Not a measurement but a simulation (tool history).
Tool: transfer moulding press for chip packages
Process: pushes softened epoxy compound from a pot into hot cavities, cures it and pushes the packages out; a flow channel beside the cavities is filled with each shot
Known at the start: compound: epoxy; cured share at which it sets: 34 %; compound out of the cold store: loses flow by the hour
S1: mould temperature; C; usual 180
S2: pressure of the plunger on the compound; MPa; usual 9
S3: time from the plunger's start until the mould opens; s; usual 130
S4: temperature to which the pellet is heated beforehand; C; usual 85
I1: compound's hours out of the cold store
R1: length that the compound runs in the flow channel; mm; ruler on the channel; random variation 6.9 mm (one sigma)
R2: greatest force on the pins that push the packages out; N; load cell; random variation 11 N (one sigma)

Run 1, hour 0: usual settings; I1 9.3. Result: R1 905 mm, R2 787 N.
Run 2, hour 49.9: usual settings but S3 132 s; I1 26.4. Result: R1 823 mm, R2 870 N.
At hour 86.3: cavities cleaned with cleaning compound and waxed.
Run 3, hour 86.4: usual settings; I1 44.8. Result: R1 742 mm, R2 519 N.
Run 4, hour 143.9: usual settings; I1 37.3. Result: R1 762 mm, R2 723 N.
Run 5, hour 208.6: usual settings; I1 16.5. Result: R1 844 mm, R2 884 N.
At hour 239.4: cavities cleaned with cleaning compound and waxed.
Run 6, hour 255.9: usual settings; I1 34. Result: R1 787 mm, R2 582 N.
Run 7, hour 315.1: usual settings; I1 28.4. Result: R1 793 mm, R2 781 N.
Run 8, hour 358.7: usual settings; I1 37.7. Result: R1 766 mm, R2 905 N.
At hour 390.6: cavities cleaned with cleaning compound and waxed.
Run 9, hour 392.2: usual settings; I1 10.6. Result: R1 860 mm, R2 561 N.
Run 10, hour 431.8: usual settings but S2 7.47 MPa; I1 31.3. Result: R1 718 mm, R2 707 N.
Run 11, hour 497.9: usual settings but S4 87 C; I1 19.7. Result: R1 821 mm, R2 889 N.
At hour 541.1: cavities cleaned with cleaning compound and waxed.
Run 12, hour 554.9: usual settings but S1 186 C, S4 87 C; I1 15.2. Result: R1 811 mm, R2 519 N.
Run 13, hour 596.2: usual settings but S1 186 C, S4 87 C; I1 10.4. Result: R1 832 mm, R2 668 N.
Run 14, hour 647.5: usual settings but S1 186 C, S4 87 C; I1 33.9. Result: R1 746 mm, R2 745 N.
At hour 696.2: cavities cleaned with cleaning compound and waxed.
Run 15, hour 710.1: usual settings but S1 186 C, S3 145 s, S4 87 C; I1 24.4. Result: R1 771 mm, R2 516 N.
At hour 755.2: plunger's sealing rings changed.
Run 16, hour 760.7: usual settings but S1 186 C, S2 9.71 MPa, S3 120 s, S4 93 C; I1 10.1. Result: R1 925 mm, R2 738 N.
Run 17, hour 789.6: usual settings but S2 10.36 MPa, S3 136 s; I1 26.2. Result: R1 884 mm, R2 827 N.
At hour 849.1: cavities cleaned with cleaning compound and waxed.
Run 18, hour 851.8: usual settings but S2 10.36 MPa, S3 136 s; I1 10.3. Result: R1 959 mm, R2 521 N.
Run 19, hour 893.2: usual settings but S1 173 C, S2 10.36 MPa, S3 122 s; I1 41. Result: R1 863 mm, R2 1170 N.
Run 20, hour 921.8: usual settings but S2 10.3 MPa, S3 113 s, S4 81 C; I1 33.5. Result: R1 855 mm, R2 997 N.
Run 21, hour 965: usual settings but S2 10.3 MPa, S3 113 s, S4 81 C; I1 38.6. Result: R1 841 mm, R2 1132 N.
At hour 999.7: cavities cleaned with cleaning compound and waxed.
Run 22, hour 1007.3: usual settings but S1 172 C, S2 10.3 MPa, S3 113 s, S4 81 C; I1 23.1. Result: R1 935 mm, R2 1253 N.

Run 23 comes next. What will it give?
Run 23, hour 1073.4: usual settings but S1 181 C; I1 19.3. Result: R1 ?, R2 ?.

Run 23 gave R1 859 mm, R2 803 N.
Without the tool's hidden state the same run would have given R1 874 mm, R2 485 N.
